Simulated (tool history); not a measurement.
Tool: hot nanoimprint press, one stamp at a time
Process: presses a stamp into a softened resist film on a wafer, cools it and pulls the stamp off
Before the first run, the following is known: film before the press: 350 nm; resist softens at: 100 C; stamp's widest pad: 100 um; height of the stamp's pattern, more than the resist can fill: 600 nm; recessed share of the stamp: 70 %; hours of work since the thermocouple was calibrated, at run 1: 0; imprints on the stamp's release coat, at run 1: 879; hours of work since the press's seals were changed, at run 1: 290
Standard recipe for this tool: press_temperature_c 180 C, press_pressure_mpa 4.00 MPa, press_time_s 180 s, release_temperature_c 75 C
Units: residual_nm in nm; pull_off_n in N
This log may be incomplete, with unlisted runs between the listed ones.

run,hour,press_temperature_c,press_pressure_mpa,press_time_s,release_temperature_c,hours of work since the thermocouple was calibrated,imprints on the stamp's release coat,hours of work since the press's seals were changed,residual_nm,pull_off_n
1,0.0,180,4.00,180,75,0,879,290,165.8,117
2,40.7,180,4.00,180,75,22,1051,312,167.1,119
3,87.4,180,4.00,180,75,47,1249,337,166.4,116
4,134.0,180,4.00,180,75,72,1447,362,168.1,123
# hour 166.5: stamp cleaned and given a new release coat
5,171.8,180,4.00,125,75,89,22,379,192.7,106
6,234.2,180,4.00,125,75,123,287,413,195.2,109
7,296.4,180,4.00,180,75,156,550,446,172.7,115
8,357.8,180,4.00,180,75,190,811,479,171.6,119
9,410.2,171,4.00,128,75,218,1032,507,261.7,115
10,465.4,171,4.00,130,72,247,1266,537,263.3,130
# hour 478.3: press's hydraulic seals changed and the load cell set to zero
11,522.7,171,4.00,130,72,274,1475,24,260.5,127
# hour 550.2: stamp cleaned and given a new release coat
12,564.5,171,4.00,130,72,293,61,43,261.9,116
13,614.7,171,4.00,119,61,320,273,70,266.7,136
# hour 640.4: plate thermocouple calibrated
14,678.2,171,4.42,119,66,20,530,103,253.1,131

4 options for the next run, each taken on its own from the tool as it stands now. Forecast them:
A,741.1,171,3.78,119,83,54,797,137,?,?
B,741.1,180,4.09,180,75,54,797,137,?,?
C,741.1,180,5.12,288,75,54,797,137,?,?
D,741.1,182,4.42,119,66,54,797,137,?,?

run,residual_nm,pull_off_n
A,262.8,99
B,162.8,115
C,121.7,113
D,171.8,131
The same runs, with their run-to-run variation unchanged, on a tool lacking any hidden condition would have given:
run,residual_nm,pull_off_n
A,261.6,90
B,161.5,105
C,120.4,103
D,170.4,120
